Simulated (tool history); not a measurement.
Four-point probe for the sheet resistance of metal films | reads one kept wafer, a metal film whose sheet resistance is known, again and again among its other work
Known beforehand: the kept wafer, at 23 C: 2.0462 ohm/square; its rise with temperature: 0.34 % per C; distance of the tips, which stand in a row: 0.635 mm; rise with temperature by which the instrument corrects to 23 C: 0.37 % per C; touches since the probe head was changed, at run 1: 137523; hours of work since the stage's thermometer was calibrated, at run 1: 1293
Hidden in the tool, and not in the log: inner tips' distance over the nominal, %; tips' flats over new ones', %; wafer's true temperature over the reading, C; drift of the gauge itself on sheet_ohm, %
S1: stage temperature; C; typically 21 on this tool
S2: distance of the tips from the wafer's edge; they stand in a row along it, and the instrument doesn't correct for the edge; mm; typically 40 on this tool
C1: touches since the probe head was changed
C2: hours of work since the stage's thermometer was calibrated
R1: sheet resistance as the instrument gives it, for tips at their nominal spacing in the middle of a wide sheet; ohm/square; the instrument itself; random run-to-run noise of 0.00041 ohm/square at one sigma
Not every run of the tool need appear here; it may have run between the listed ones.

run 1 hour=0.0 | S1=21 S2=40 | C1=137523 C2=1293 | R1=2.068804
run 2 hour=76.9 | S1=21 S2=40 | C1=142111 C2=1344 | R1=2.069560
run 3 hour=163.4 | S1=19 S2=40 | C1=147275 C2=1402 | R1=2.070669
run 4 hour=243.1 | S1=19 S2=40 | C1=152027 C2=1455 | R1=2.071360
run 5 hour=329.0 | S1=19 S2=40 | C1=157154 C2=1512 | R1=2.072331
run 6 hour=424.9 | S1=31 S2=40 | C1=162875 C2=1576 | R1=2.066413
run 7 hour=515.7 | S1=21 S2=40 | C1=168288 C2=1637 | R1=2.073189
run 8 hour=566.6 | S1=21 S2=40 | C1=171328 C2=1671 | R1=2.073630
run 9 hour=653.7 | S1=21 S2=40 | C1=176525 C2=1729 | R1=2.074456
run 10 hour=730.9 | S1=21 S2=40 | C1=181131 C2=1780 | R1=2.074663
run 11 hour=808.8 | S1=28 S2=40 | C1=185778 C2=1832 | R1=2.071331
run 12 hour=901.2 | S1=21 S2=40 | C1=191293 C2=1893 | R1=2.075987
run 13 hour=970.4 | S1=30 S2=40 | C1=195422 C2=1939 | R1=2.071381
run 14 hour=1065.7 | S1=30 S2=40 | C1=201109 C2=2003 | R1=2.072249
run 15 hour=1144.8 | S1=25 S2=40 | C1=205826 C2=2056 | R1=2.075353
-- hour=1168.5 new probe head fitted
run 16 hour=1195.3 | S1=32 S2=40 | C1=1598 C2=2089 | R1=2.050188
run 17 hour=1293.2 | S1=32 S2=40 | C1=7441 C2=2154 | R1=2.050925
run 18 hour=1359.4 | S1=32 S2=40 | C1=11389 C2=2198 | R1=2.051376
run 19 hour=1403.1 | S1=32 S2=40 | C1=13999 C2=2227 | R1=2.051608
run 20 hour=1458.3 | S1=32 S2=40 | C1=17288 C2=2264 | R1=2.052579
run 21 hour=1526.9 | S1=21 S2=11 | C1=21386 C2=2309 | R1=2.063102
run 22 hour=1580.3 | S1=21 S2=11 | C1=24568 C2=2345 | R1=2.063943
run 23 hour=1645.8 | S1=21 S2=11 | C1=28475 C2=2389 | R1=2.063068
run 24 hour=1744.0 | S1=21 S2=11 | C1=34334 C2=2454 | R1=2.065222
run 25 hour=1811.2 | S1=33 S2=40 | C1=38347 C2=2499 | R1=2.054737
run 26 hour=1857.7 | S1=19 S2=58 | C1=41121 C2=2530 | R1=2.063791
run 27 hour=1954.1 | S1=19 S2=58 | C1=46870 C2=2594 | R1=2.063714
-- hour=1962.6 stage's thermometer calibrated
run 28 hour=2025.9 | S1=26 S2=9 | C1=51127 C2=42 | R1=2.059509
run 29 hour=2099.5 | S1=21 S2=4 | C1=55516 C2=91 | R1=2.085361
run 30 hour=2158.1 | S1=25 S2=6 | C1=59010 C2=130 | R1=2.069284
run 31 hour=2253.3 | S1=23 S2=31 | C1=64692 C2=194 | R1=2.059455
run 32 hour=2300.4 | S1=23 S2=31 | C1=67506 C2=225 | R1=2.058961
run 33 hour=2383.5 | S1=33 S2=8 | C1=72459 C2=280 | R1=2.060587
run 34 hour=2476.6 | S1=23 S2=27 | C1=78016 C2=342 | R1=2.061379
run 35 hour=2516.9 | S1=23 S2=27 | C1=80419 C2=369 | R1=2.061004
run 36 hour=2561.0 | S1=31 S2=40 | C1=83055 C2=399 | R1=2.056684
run 37 hour=2619.2 | S1=24 S2=10 | C1=86527 C2=437 | R1=2.065630
run 38 hour=2669.9 | S1=20 S2=17 | C1=89549 C2=471 | R1=2.065010
run 39 hour=2752.0 | S1=20 S2=17 | C1=94445 C2=526 | R1=2.065739
run 40 hour=2797.0 | S1=29 S2=4 | C1=97130 C2=556 | R1=2.086636
run 41 hour=2854.2 | S1=29 S2=4 | C1=100546 C2=594 | R1=2.087718

Predict each of these 4 candidate next runs independently; none follows another, all start after run 41:
run A hour=2940.4 | S1=29 S2=32 | C1=105690 C2=651 | R1=?
run B hour=2940.4 | S1=19 S2=62 | C1=105690 C2=651 | R1=?
run C hour=2940.4 | S1=18 S2=41 | C1=105690 C2=651 | R1=?
run D hour=2940.4 | S1=18 S2=40 | C1=105690 C2=651 | R1=?

run=A R1=2.060696
run=B R1=2.066997
run=C R1=2.067712
run=D R1=2.066735
The same runs, with their run-to-run variation unchanged, on a tool lacking any hidden condition would have given:
run=A R1=2.043152
run=B R1=2.049318
run=C R1=2.050019
run=D R1=2.049051

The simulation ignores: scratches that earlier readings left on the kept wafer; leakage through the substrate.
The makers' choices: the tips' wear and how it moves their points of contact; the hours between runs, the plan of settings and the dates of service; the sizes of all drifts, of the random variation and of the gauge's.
